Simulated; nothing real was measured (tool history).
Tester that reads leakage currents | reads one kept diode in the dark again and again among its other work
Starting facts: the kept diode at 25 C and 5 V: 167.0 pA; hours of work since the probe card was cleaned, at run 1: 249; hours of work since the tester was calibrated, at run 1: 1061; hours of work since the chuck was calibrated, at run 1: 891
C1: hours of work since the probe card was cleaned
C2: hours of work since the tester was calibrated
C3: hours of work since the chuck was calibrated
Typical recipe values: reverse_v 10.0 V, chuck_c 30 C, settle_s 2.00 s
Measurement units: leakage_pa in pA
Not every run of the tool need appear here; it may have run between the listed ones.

run 1 hour=0.0 | reverse_v=10.0 chuck_c=30 settle_s=2.00 | C1=249 C2=1061 C3=891 | leakage_pa=388.38
run 2 hour=29.9 | reverse_v=10.0 chuck_c=30 settle_s=0.54 | C1=270 C2=1082 C3=912 | leakage_pa=396.72
-- hour=62.8 chuck's temperature calibrated
run 3 hour=75.3 | reverse_v=10.0 chuck_c=30 settle_s=0.54 | C1=300 C2=1112 C3=9 | leakage_pa=344.84
run 4 hour=110.9 | reverse_v=10.0 chuck_c=30 settle_s=0.54 | C1=325 C2=1137 C3=34 | leakage_pa=347.47
run 5 hour=167.1 | reverse_v=10.0 chuck_c=30 settle_s=0.54 | C1=364 C2=1176 C3=73 | leakage_pa=349.01
run 6 hour=210.2 | reverse_v=10.0 chuck_c=30 settle_s=0.54 | C1=395 C2=1206 C3=103 | leakage_pa=350.68
run 7 hour=238.0 | reverse_v=10.0 chuck_c=30 settle_s=0.54 | C1=414 C2=1226 C3=122 | leakage_pa=350.22
run 8 hour=276.9 | reverse_v=10.0 chuck_c=30 settle_s=0.54 | C1=441 C2=1253 C3=150 | leakage_pa=354.89
run 9 hour=329.5 | reverse_v=10.0 chuck_c=30 settle_s=0.54 | C1=478 C2=1289 C3=186 | leakage_pa=355.53
run 10 hour=367.1 | reverse_v=10.0 chuck_c=30 settle_s=2.00 | C1=504 C2=1316 C3=213 | leakage_pa=351.77
run 11 hour=396.5 | reverse_v=10.0 chuck_c=30 settle_s=2.00 | C1=525 C2=1336 C3=233 | leakage_pa=355.62
run 12 hour=453.1 | reverse_v=10.0 chuck_c=30 settle_s=2.00 | C1=564 C2=1376 C3=273 | leakage_pa=357.47
run 13 hour=477.2 | reverse_v=1.8 chuck_c=30 settle_s=2.00 | C1=581 C2=1393 C3=289 | leakage_pa=153.95
run 14 hour=500.4 | reverse_v=1.8 chuck_c=30 settle_s=2.00 | C1=597 C2=1409 C3=306 | leakage_pa=154.90
run 15 hour=546.8 | reverse_v=10.0 chuck_c=30 settle_s=2.00 | C1=630 C2=1441 C3=338 | leakage_pa=357.21
run 16 hour=597.6 | reverse_v=2.1 chuck_c=30 settle_s=2.00 | C1=665 C2=1477 C3=374 | leakage_pa=168.40
run 17 hour=653.9 | reverse_v=2.1 chuck_c=30 settle_s=2.00 | C1=704 C2=1516 C3=413 | leakage_pa=168.60
run 18 hour=700.0 | reverse_v=2.1 chuck_c=30 settle_s=2.00 | C1=737 C2=1548 C3=445 | leakage_pa=170.57
run 19 hour=726.5 | reverse_v=2.1 chuck_c=30 settle_s=2.00 | C1=755 C2=1567 C3=464 | leakage_pa=170.55
run 20 hour=761.8 | reverse_v=10.0 chuck_c=30 settle_s=2.85 | C1=780 C2=1591 C3=488 | leakage_pa=368.08
run 21 hour=814.6 | reverse_v=10.0 chuck_c=30 settle_s=2.85 | C1=817 C2=1628 C3=525 | leakage_pa=370.96
run 22 hour=870.2 | reverse_v=3.3 chuck_c=43 settle_s=0.48 | C1=855 C2=1667 C3=564 | leakage_pa=558.16
run 23 hour=899.4 | reverse_v=10.6 chuck_c=31 settle_s=6.01 | C1=876 C2=1687 C3=584 | leakage_pa=414.82
run 24 hour=929.0 | reverse_v=13.2 chuck_c=59 settle_s=1.42 | C1=897 C2=1708 C3=605 | leakage_pa=3188.97
run 25 hour=953.0 | reverse_v=13.2 chuck_c=59 settle_s=1.42 | C1=913 C2=1725 C3=622 | leakage_pa=3193.74
run 26 hour=989.8 | reverse_v=13.2 chuck_c=41 settle_s=1.42 | C1=939 C2=1751 C3=647 | leakage_pa=957.10
run 27 hour=1016.9 | reverse_v=13.2 chuck_c=41 settle_s=1.42 | C1=958 C2=1770 C3=666 | leakage_pa=964.54
run 28 hour=1046.4 | reverse_v=10.0 chuck_c=47 settle_s=1.40 | C1=979 C2=1790 C3=687 | leakage_pa=1275.60
run 29 hour=1069.8 | reverse_v=1.1 chuck_c=30 settle_s=2.00 | C1=995 C2=1806 C3=703 | leakage_pa=127.76
run 30 hour=1109.2 | reverse_v=4.8 chuck_c=28 settle_s=1.66 | C1=1022 C2=1834 C3=731 | leakage_pa=228.98
run 31 hour=1132.9 | reverse_v=10.5 chuck_c=37 settle_s=1.15 | C1=1039 C2=1851 C3=747 | leakage_pa=653.96
run 32 hour=1183.8 | reverse_v=2.0 chuck_c=45 settle_s=0.42 | C1=1075 C2=1886 C3=783 | leakage_pa=513.62
run 33 hour=1218.5 | reverse_v=10.0 chuck_c=43 settle_s=0.52 | C1=1099 C2=1910 C3=807 | leakage_pa=990.39
run 34 hour=1249.6 | reverse_v=10.0 chuck_c=43 settle_s=0.52 | C1=1120 C2=1932 C3=829 | leakage_pa=994.35
run 35 hour=1290.5 | reverse_v=2.0 chuck_c=55 settle_s=3.18 | C1=1149 C2=1961 C3=858 | leakage_pa=1009.55
run 36 hour=1340.8 | reverse_v=2.0 chuck_c=55 settle_s=3.18 | C1=1184 C2=1996 C3=893 | leakage_pa=1014.38
run 37 hour=1364.3 | reverse_v=1.6 chuck_c=20 settle_s=0.41 | C1=1201 C2=2012 C3=909 | leakage_pa=74.15
-- hour=1400.6 chuck's temperature calibrated
run 38 hour=1418.0 | reverse_v=1.0 chuck_c=30 settle_s=6.69 | C1=1237 C2=2048 C3=12 | leakage_pa=113.23
run 39 hour=1457.0 | reverse_v=1.4 chuck_c=23 settle_s=6.69 | C1=1264 C2=2075 C3=39 | leakage_pa=77.29
run 40 hour=1494.1 | reverse_v=10.0 chuck_c=55 settle_s=1.20 | C1=1290 C2=2101 C3=65 | leakage_pa=2022.57

4 ways to go on from here, each from the tool as it stands after run 40. What would each give?
run A hour=1543.5 | reverse_v=3.6 chuck_c=30 settle_s=6.79 | C1=1324 C2=2136 C3=100 | leakage_pa=?
run B hour=1543.5 | reverse_v=10.0 chuck_c=55 settle_s=2.11 | C1=1324 C2=2136 C3=100 | leakage_pa=?
run C hour=1543.5 | reverse_v=10.0 chuck_c=24 settle_s=2.00 | C1=1324 C2=2136 C3=100 | leakage_pa=?
run D hour=1543.5 | reverse_v=10.0 chuck_c=30 settle_s=0.83 | C1=1324 C2=2136 C3=100 | leakage_pa=?

run=A leakage_pa=213.43
run=B leakage_pa=2050.05
run=C leakage_pa=223.69
run=D leakage_pa=355.09
The same runs, with their run-to-run variation unchanged, on a tool lacking any hidden condition would have given:
run=A leakage_pa=210.33
run=B leakage_pa=2036.02
run=C leakage_pa=217.37
run=D leakage_pa=348.08
